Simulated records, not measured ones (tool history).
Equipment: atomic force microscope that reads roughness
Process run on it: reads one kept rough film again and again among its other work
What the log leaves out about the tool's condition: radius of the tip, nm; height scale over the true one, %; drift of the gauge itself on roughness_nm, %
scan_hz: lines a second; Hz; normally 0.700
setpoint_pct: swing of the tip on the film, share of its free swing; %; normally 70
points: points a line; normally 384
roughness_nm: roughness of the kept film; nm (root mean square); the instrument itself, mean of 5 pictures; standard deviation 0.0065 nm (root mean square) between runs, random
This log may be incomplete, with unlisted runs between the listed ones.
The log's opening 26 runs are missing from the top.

run,hour,scan_hz,setpoint_pct,points,pictures with this tip,hours of work since the height scale was calibrated,roughness_nm
# hour 885.1: new tip fitted
27,890.3,0.797,70,349,11,50,1.254
28,919.5,0.957,70,380,76,70,1.262
29,950.7,0.957,70,380,144,92,1.225
30,993.1,1.068,73,822,237,122,1.213
31,1018.3,1.573,58,384,293,140,1.237
32,1040.7,0.644,70,384,342,156,1.227
# hour 1057.5: new tip fitted
33,1071.4,0.700,57,336,30,177,1.264
34,1102.6,1.628,57,284,99,199,1.241
35,1138.5,1.959,83,782,178,225,1.177

Below are 3 alternative next runs, each starting from the tool's condition after run 35. Predict each:
A,1175.8,0.810,83,452,259,251,?
B,1175.8,0.700,81,926,259,251,?
C,1175.8,0.700,58,766,259,251,?

run,roughness_nm
A,1.208
B,1.221
C,1.224
What these runs would have given with no unlogged condition in the tool:
run,roughness_nm
A,1.244
B,1.257
C,1.260
